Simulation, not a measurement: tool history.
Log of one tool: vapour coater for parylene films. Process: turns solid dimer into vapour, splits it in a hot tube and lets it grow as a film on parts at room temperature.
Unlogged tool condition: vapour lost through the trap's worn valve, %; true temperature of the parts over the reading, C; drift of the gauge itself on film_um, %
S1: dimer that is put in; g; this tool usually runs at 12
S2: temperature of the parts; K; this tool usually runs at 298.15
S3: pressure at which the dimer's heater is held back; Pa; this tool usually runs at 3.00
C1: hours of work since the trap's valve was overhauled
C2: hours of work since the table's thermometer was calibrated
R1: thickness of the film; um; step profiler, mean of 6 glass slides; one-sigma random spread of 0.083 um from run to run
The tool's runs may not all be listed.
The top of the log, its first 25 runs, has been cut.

run 26 hour=718.0 | S1=18 S2=297.15 S3=2.69 | C1=93 C2=1179 | R1=16.89
run 27 hour=749.3 | S1=10 S2=291.15 S3=3.00 | C1=117 C2=1204 | R1=11.09
run 28 hour=771.1 | S1=12 S2=303.15 S3=3.00 | C1=135 C2=1221 | R1=8.61
run 29 hour=807.5 | S1=12 S2=296.15 S3=3.00 | C1=163 C2=1250 | R1=11.49
run 30 hour=830.3 | S1=16 S2=307.15 S3=3.00 | C1=181 C2=1268 | R1=9.57
run 31 hour=866.1 | S1=16 S2=307.15 S3=3.00 | C1=209 C2=1296 | R1=9.64
run 32 hour=886.9 | S1=9 S2=293.15 S3=3.47 | C1=225 C2=1312 | R1=9.45
run 33 hour=922.5 | S1=12 S2=296.15 S3=7.15 | C1=253 C2=1340 | R1=9.42

Here are 4 independent what-if runs from the current tool condition. What would each one return?
run A hour=956.3 | S1=13 S2=298.15 S3=3.00 | C1=280 C2=1366 | R1=?
run B hour=956.3 | S1=9 S2=294.15 S3=10.43 | C1=280 C2=1366 | R1=?
run C hour=956.3 | S1=15 S2=309.15 S3=2.82 | C1=280 C2=1366 | R1=?
run D hour=956.3 | S1=19 S2=292.15 S3=4.01 | C1=280 C2=1366 | R1=?

run=A R1=11.38
run=B R1=7.06
run=C R1=8.27
run=D R1=20.28
Had the tool no hidden state, the same runs would have come out as:
run=A R1=11.39
run=B R1=7.07
run=C R1=8.28
run=D R1=20.30
